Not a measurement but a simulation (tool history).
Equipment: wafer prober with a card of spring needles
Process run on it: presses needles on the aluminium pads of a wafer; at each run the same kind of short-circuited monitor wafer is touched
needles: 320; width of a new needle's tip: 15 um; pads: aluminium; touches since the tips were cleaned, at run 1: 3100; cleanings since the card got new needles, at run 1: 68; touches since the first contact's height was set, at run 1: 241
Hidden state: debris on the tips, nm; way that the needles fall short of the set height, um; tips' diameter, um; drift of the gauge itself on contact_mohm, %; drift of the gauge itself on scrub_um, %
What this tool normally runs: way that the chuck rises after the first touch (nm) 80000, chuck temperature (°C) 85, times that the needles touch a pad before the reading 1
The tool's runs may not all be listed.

run,hour,way that the chuck rises after the first touch (nm),chuck temperature (°C),times that the needles touch a pad before the reading,touches since the tips were cleaned,cleanings since the card got new needles,touches since the first contact's height was set,resistance of one needle with its contact and lead (mohm),way that a needle slides on the pad (nm)
1,0,80000,85,1,3100,68,241,151,22380
# hour 17.2: tips cleaned on abrasive film
2,39.9,80000,85,2,4944,69,8896,149,22390
# hour 46: tips cleaned on abrasive film
# hour 72.8: tips cleaned on abrasive film
# hour 103.3: tips cleaned on abrasive film
3,109.5,80000,85,1,1339,72,23974,148,22370
# hour 130.5: tips cleaned on abrasive film
# hour 159.7: tips cleaned on abrasive film
4,176,80000,85,1,3550,74,38404,151,22330
# hour 191.4: tips cleaned on abrasive film
# hour 223.1: tips cleaned on abrasive film
5,226.7,80000,85,1,781,76,49399,149,22340
# hour 254.3: tips cleaned on abrasive film
6,264,80000,85,1,2121,77,57494,150,22380
# hour 284.1: tips cleaned on abrasive film
7,309,92000,85,1,5433,78,67267,144,25690
# hour 315.1: tips cleaned on abrasive film
# hour 345.7: tips cleaned on abrasive film
8,370.8,77000,85,1,5467,80,80665,148,21510
# hour 375.6: tips cleaned on abrasive film
# hour 405.3: tips cleaned on abrasive film
9,417.9,80000,85,1,2725,82,90860,148,22380
# hour 432.3: tips cleaned on abrasive film
# hour 460.6: tips cleaned on abrasive film
10,464.8,80000,117,1,908,84,101030,155,22370
# hour 492.4: tips cleaned on abrasive film
# hour 520.2: tips cleaned on abrasive film
11,524.5,80000,85,1,937,86,113968,150,22400
# hour 550.1: tips cleaned on abrasive film
# hour 577: tips cleaned on abrasive film
12,577,80000,85,1,0,88,125360,146,22380
# hour 605.3: tips cleaned on abrasive film
# hour 633: tips cleaned on abrasive film
13,645.8,63000,85,1,2771,90,140274,158,17650
# hour 662.1: tips cleaned on abrasive film
# hour 689.3: tips cleaned on abrasive film
14,706.3,80000,85,1,3696,92,153406,151,22390
# hour 720.5: tips cleaned on abrasive film
# hour 720.8: height of the first contact set anew
# hour 748.3: tips cleaned on abrasive film
# hour 777.1: tips cleaned on abrasive film
15,778.3,80000,85,1,275,95,12470,147,22420
# hour 806.1: tips cleaned on abrasive film
# hour 834.6: tips cleaned on abrasive film
16,834.6,74000,25,2,0,97,24675,136,20730
# hour 866.2: tips cleaned on abrasive film
17,891.2,74000,28,1,5455,98,36972,139,20750
# hour 897.3: tips cleaned on abrasive film
# hour 925: tips cleaned on abrasive film
18,937.1,73000,28,2,2652,100,46915,143,20440
# hour 956.4: tips cleaned on abrasive film
# hour 982.9: tips cleaned on abrasive film
19,999.3,65000,103,1,3574,102,60394,161,18190
# hour 1009.6: tips cleaned on abrasive film
# hour 1039.7: tips cleaned on abrasive film
# hour 1067.7: tips cleaned on abrasive film
20,1077.5,80000,85,1,2137,105,77355,147,22370
# hour 1095.7: tips cleaned on abrasive film
# hour 1123.2: tips cleaned on abrasive film
21,1134.6,83000,39,1,2476,107,89731,141,23200
# hour 1150.8: tips cleaned on abrasive film
# hour 1180.3: tips cleaned on abrasive film
22,1206.3,70000,85,1,5644,109,105278,153,19650
# hour 1213: tips cleaned on abrasive film
# hour 1244.4: tips cleaned on abrasive film
23,1251.6,70000,85,1,1556,111,115098,150,19590
# hour 1273.6: tips cleaned on abrasive film
24,1292.8,85000,116,1,4175,112,124032,150,23790
# hour 1301: tips cleaned on abrasive film
# hour 1327.4: tips cleaned on abrasive film
# hour 1355: tips cleaned on abrasive film
25,1358.8,80000,48,1,827,115,138332,142,22420
# hour 1383.1: tips cleaned on abrasive film
# hour 1410.8: tips cleaned on abrasive film
26,1412.6,80000,48,1,383,117,149993,140,22380
# hour 1442.4: tips cleaned on abrasive film
# hour 1442.7: height of the first contact set anew
27,1452.4,80000,48,1,2106,118,2106,142,22450
# hour 1470: tips cleaned on abrasive film
# hour 1499.8: tips cleaned on abrasive film
28,1502.5,80000,48,1,579,120,12955,142,22350
# hour 1527.6: tips cleaned on abrasive film
29,1546.6,81000,85,2,4130,121,22528,148,22660
# hour 1556.5: tips cleaned on abrasive film
# hour 1582.9: tips cleaned on abrasive film
30,1593.7,81000,85,2,2349,123,32747,146,22650

Predict each of these 3 candidate next runs independently; none follows another, all start after run 30:
# hour 1612.9: tips cleaned on abrasive film
# hour 1641.3: tips cleaned on abrasive film
A,1653.8,81000,25,2,2711,125,45768,?,?
# hour 1612.9: tips cleaned on abrasive film
# hour 1641.3: tips cleaned on abrasive film
B,1653.8,80000,52,2,2711,125,45768,?,?
# hour 1612.9: tips cleaned on abrasive film
# hour 1641.3: tips cleaned on abrasive film
C,1653.8,64000,28,2,2711,125,45768,?,?

run,resistance of one needle with its contact and lead (mohm),way that a needle slides on the pad (nm)
A,137,22700
B,144,22430
C,144,17930
Take away the tool's hidden state, keep each run's random variation, and the runs would have read:
run,resistance of one needle with its contact and lead (mohm),way that a needle slides on the pad (nm)
A,137,22700
B,144,22440
C,144,17930
